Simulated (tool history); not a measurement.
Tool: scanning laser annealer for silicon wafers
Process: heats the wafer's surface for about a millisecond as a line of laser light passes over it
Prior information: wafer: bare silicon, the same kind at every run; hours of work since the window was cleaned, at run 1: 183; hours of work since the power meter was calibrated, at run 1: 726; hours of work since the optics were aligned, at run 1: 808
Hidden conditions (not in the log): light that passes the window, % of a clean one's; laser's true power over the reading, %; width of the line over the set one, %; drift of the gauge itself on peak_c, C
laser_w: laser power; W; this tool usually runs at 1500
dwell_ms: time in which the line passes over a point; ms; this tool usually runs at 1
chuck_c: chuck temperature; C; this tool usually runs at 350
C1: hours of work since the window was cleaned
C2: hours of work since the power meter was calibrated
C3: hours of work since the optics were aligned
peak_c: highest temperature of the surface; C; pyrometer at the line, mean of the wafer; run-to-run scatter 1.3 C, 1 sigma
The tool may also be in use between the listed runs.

{"run": 1, "day": 0.0, "laser_w": 1500, "dwell_ms": 1, "chuck_c": 350, "C1": 183, "C2": 726, "C3": 808, "peak_c": 1056}
{"run": 2, "day": 1.638, "laser_w": 1500, "dwell_ms": 1, "chuck_c": 350, "C1": 213, "C2": 757, "C3": 838, "peak_c": 1053}
{"day": 4.233, "done": "optics aligned, line set to its width"}
{"run": 3, "day": 4.612, "laser_w": 1500, "dwell_ms": 1, "chuck_c": 350, "C1": 265, "C2": 808, "C3": 7, "peak_c": 1056}
{"run": 4, "day": 6.875, "laser_w": 1450, "dwell_ms": 1, "chuck_c": 350, "C1": 307, "C2": 850, "C3": 49, "peak_c": 1031}
{"run": 5, "day": 8.479, "laser_w": 1450, "dwell_ms": 1, "chuck_c": 350, "C1": 337, "C2": 880, "C3": 79, "peak_c": 1029}
{"run": 6, "day": 11.079, "laser_w": 1450, "dwell_ms": 1, "chuck_c": 350, "C1": 385, "C2": 928, "C3": 127, "peak_c": 1026}
{"day": 11.696, "done": "window over the wafer cleaned"}
{"run": 7, "day": 13.125, "laser_w": 1500, "dwell_ms": 0.72, "chuck_c": 350, "C1": 27, "C2": 965, "C3": 163, "peak_c": 950}
{"run": 8, "day": 14.971, "laser_w": 1500, "dwell_ms": 0.72, "chuck_c": 350, "C1": 61, "C2": 999, "C3": 198, "peak_c": 949}
{"run": 9, "day": 16.417, "laser_w": 1500, "dwell_ms": 0.72, "chuck_c": 350, "C1": 88, "C2": 1026, "C3": 225, "peak_c": 946}
{"run": 10, "day": 19.217, "laser_w": 1500, "dwell_ms": 0.78, "chuck_c": 350, "C1": 140, "C2": 1078, "C3": 277, "peak_c": 971}
{"run": 11, "day": 21.038, "laser_w": 1500, "dwell_ms": 0.78, "chuck_c": 350, "C1": 173, "C2": 1111, "C3": 310, "peak_c": 975}
{"run": 12, "day": 22.533, "laser_w": 1500, "dwell_ms": 1.14, "chuck_c": 350, "C1": 201, "C2": 1139, "C3": 338, "peak_c": 1119}
{"run": 13, "day": 25.179, "laser_w": 1500, "dwell_ms": 1.14, "chuck_c": 350, "C1": 250, "C2": 1188, "C3": 387, "peak_c": 1116}
{"run": 14, "day": 26.538, "laser_w": 1500, "dwell_ms": 1.14, "chuck_c": 350, "C1": 275, "C2": 1213, "C3": 412, "peak_c": 1113}
{"run": 15, "day": 28.371, "laser_w": 1500, "dwell_ms": 1.07, "chuck_c": 332, "C1": 309, "C2": 1247, "C3": 446, "peak_c": 1067}
{"run": 16, "day": 29.621, "laser_w": 1635, "dwell_ms": 1.07, "chuck_c": 360, "C1": 333, "C2": 1271, "C3": 470, "peak_c": 1157}
{"run": 17, "day": 32.033, "laser_w": 1359, "dwell_ms": 0.9, "chuck_c": 381, "C1": 377, "C2": 1315, "C3": 514, "peak_c": 983}

Consider 3 possible next runs. They are alternatives, not a sequence: every one starts from the tool as it was left by run 17. What does each give?
{"day": 32.988, "done": "window over the wafer cleaned"}
{"run": "A", "day": 34.921, "laser_w": 1357, "dwell_ms": 0.74, "chuck_c": 381, "C1": 36, "C2": 1368, "C3": 566, "peak_c": "?"}
{"day": 32.988, "done": "window over the wafer cleaned"}
{"run": "B", "day": 34.921, "laser_w": 1349, "dwell_ms": 0.75, "chuck_c": 381, "C1": 36, "C2": 1368, "C3": 566, "peak_c": "?"}
{"day": 32.988, "done": "window over the wafer cleaned"}
{"run": "C", "day": 34.921, "laser_w": 1359, "dwell_ms": 0.9, "chuck_c": 325, "C1": 36, "C2": 1368, "C3": 566, "peak_c": "?"}

run=A peak_c=935
run=B peak_c=935
run=C peak_c=944
Had the tool no hidden state, the same runs would have come out as:
run=A peak_c=934
run=B peak_c=934
run=C peak_c=943
